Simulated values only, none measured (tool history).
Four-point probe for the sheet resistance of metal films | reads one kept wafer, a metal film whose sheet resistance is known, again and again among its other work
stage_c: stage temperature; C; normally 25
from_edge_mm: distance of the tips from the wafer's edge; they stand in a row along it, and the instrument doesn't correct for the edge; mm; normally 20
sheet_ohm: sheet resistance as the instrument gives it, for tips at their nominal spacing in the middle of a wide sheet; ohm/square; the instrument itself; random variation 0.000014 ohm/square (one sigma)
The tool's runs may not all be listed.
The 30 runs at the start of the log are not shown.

run    hour  stage_c  from_edge_mm  touches since the probe head was changed  hours of work since the stage's thermometer was calibrated  sheet_ohm
 31  2054.6       21             7                                     52419                                                         980   0.072705
 32  2131.2       32             7                                     53924                                                        1021   0.072161
 33  2175.4       26            16                                     54792                                                        1044   0.071457
 34  2225.3       21            16                                     55774                                                        1071   0.071717
 35  2312.1       27             5                                     57480                                                        1118   0.073576
 36  2355.6       25            61                                     58337                                                        1141   0.071318
 37  2448.9       25            61                                     60169                                                        1191   0.071323
 38    2527       25            26                                     61705                                                        1233   0.071405

3 options for the next run, each taken on its own from the tool as it stands now. Forecast them:
  A  2568.4       21             3                                     62520                                                        1255          ?
  B  2568.4       27            21                                     62520                                                        1255          ?
  C  2568.4       23             4                                     62520                                                        1255          ?

run  sheet_ohm
  A   0.077743
  B   0.071357
  C   0.075078
Without the tool's hidden state the same runs would have given:
run  sheet_ohm
  A   0.077186
  B   0.070843
  C   0.074539
